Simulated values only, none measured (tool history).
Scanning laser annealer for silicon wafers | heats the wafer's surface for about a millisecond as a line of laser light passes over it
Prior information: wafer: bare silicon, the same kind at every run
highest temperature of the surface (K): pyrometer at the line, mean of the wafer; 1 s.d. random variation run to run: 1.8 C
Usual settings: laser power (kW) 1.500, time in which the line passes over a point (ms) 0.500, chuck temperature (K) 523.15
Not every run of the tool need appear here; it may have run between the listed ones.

run,day,laser power (kW),time in which the line passes over a point (ms),chuck temperature (K),highest temperature of the surface (K)
1,0.000,1.500,0.500,523.15,1313.15
2,0.971,1.500,0.500,523.15,1310.15
3,1.600,1.500,0.500,491.15,1282.15
4,2.650,1.500,0.500,491.15,1280.15
5,3.500,1.500,0.500,523.15,1312.15
6,4.608,1.500,0.500,523.15,1311.15
7,5.271,1.500,0.500,494.15,1280.15
8,5.825,1.500,0.500,494.15,1279.15
# day 6.875: window over the wafer cleaned
9,6.938,1.500,0.500,494.15,1301.15
10,7.796,1.500,0.500,494.15,1302.15
11,9.004,1.500,0.500,494.15,1299.15
12,9.817,1.500,0.500,529.15,1338.15
13,10.517,1.500,0.500,523.15,1330.15
14,11.304,1.500,0.500,523.15,1328.15
15,12.121,1.500,0.500,523.15,1334.15
16,13.208,1.500,0.500,523.15,1327.15
17,14.338,1.500,0.454,523.15,1287.15
18,15.004,1.500,0.454,523.15,1285.15
19,15.742,1.500,0.522,523.15,1345.15
20,16.938,1.500,0.440,523.15,1269.15

What does the tool deliver on the next run?
21,17.679,1.500,0.440,489.15,?

Run 21 produced highest temperature of the surface (K) 1234.15.
Minus the tool's unlogged condition, the same run would have read highest temperature of the surface (K) 1246.15.

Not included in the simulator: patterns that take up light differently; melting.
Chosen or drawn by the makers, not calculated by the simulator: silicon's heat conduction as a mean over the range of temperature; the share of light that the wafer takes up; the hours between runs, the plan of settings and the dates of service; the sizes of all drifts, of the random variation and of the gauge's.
